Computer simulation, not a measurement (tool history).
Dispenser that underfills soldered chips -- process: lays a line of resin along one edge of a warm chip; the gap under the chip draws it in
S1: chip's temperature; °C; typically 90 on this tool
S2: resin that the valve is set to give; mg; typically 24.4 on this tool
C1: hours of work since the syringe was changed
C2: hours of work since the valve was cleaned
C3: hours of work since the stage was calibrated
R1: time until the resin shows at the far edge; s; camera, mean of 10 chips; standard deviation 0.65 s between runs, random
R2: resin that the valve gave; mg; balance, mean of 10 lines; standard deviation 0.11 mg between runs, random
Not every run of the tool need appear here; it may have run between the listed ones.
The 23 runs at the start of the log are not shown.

run 24 hour=101.9 | S1=90 S2=31.6 | C1=3 C2=109 C3=193 | R1=70.7 R2=29.02
run 25 hour=105.6 | S1=90 S2=28.4 | C1=6 C2=111 C3=196 | R1=78.8 R2=26.32
run 26 hour=108.2 | S1=75 S2=23.3 | C1=7 C2=113 C3=197 | R1=188.7 R2=21.46
-- hour=109.5 new syringe of resin
run 27 hour=112.0 | S1=101 S2=28.9 | C1=2 C2=115 C3=199 | R1=38.5 R2=26.37
run 28 hour=115.1 | S1=97 S2=22.0 | C1=4 C2=117 C3=201 | R1=53.8 R2=20.07
run 29 hour=118.3 | S1=97 S2=22.0 | C1=6 C2=119 C3=204 | R1=57.5 R2=20.23
run 30 hour=120.9 | S1=97 S2=22.0 | C1=7 C2=121 C3=205 | R1=61.7 R2=20.25
-- hour=122.1 new syringe of resin
run 31 hour=125.1 | S1=86 S2=26.3 | C1=2 C2=123 C3=208 | R1=81.8 R2=23.83
run 32 hour=130.3 | S1=86 S2=26.3 | C1=5 C2=127 C3=211 | R1=93.5 R2=24.04
run 33 hour=134.1 | S1=90 S2=27.6 | C1=8 C2=129 C3=213 | R1=84.0 R2=25.08
-- hour=134.6 new syringe of resin
run 34 hour=139.3 | S1=78 S2=21.4 | C1=3 C2=132 C3=217 | R1=137.9 R2=19.51
run 35 hour=143.5 | S1=78 S2=29.2 | C1=6 C2=135 C3=219 | R1=144.3 R2=26.37
-- hour=147.3 new syringe of resin
run 36 hour=148.9 | S1=77 S2=21.6 | C1=1 C2=138 C3=223 | R1=132.1 R2=19.35

4 ways to go on from here, each from the tool as it stands after run 36. What would each give?
run A hour=153.8 | S1=91 S2=28.1 | C1=4 C2=141 C3=226 | R1=? R2=?
run B hour=153.8 | S1=79 S2=21.2 | C1=4 C2=141 C3=226 | R1=? R2=?
run C hour=153.8 | S1=91 S2=22.4 | C1=4 C2=141 C3=226 | R1=? R2=?
run D hour=153.8 | S1=99 S2=21.8 | C1=4 C2=141 C3=226 | R1=? R2=?

run=A R1=70.7 R2=25.41
run=B R1=138.0 R2=19.18
run=C R1=73.2 R2=20.11
run=D R1=50.6 R2=19.51
Stripped of hidden state, with their random variation kept, the same runs would have yielded:
run=A R1=54.4 R2=28.30
run=B R1=103.1 R2=21.37
run=C R1=55.4 R2=22.41
run=D R1=38.3 R2=21.73

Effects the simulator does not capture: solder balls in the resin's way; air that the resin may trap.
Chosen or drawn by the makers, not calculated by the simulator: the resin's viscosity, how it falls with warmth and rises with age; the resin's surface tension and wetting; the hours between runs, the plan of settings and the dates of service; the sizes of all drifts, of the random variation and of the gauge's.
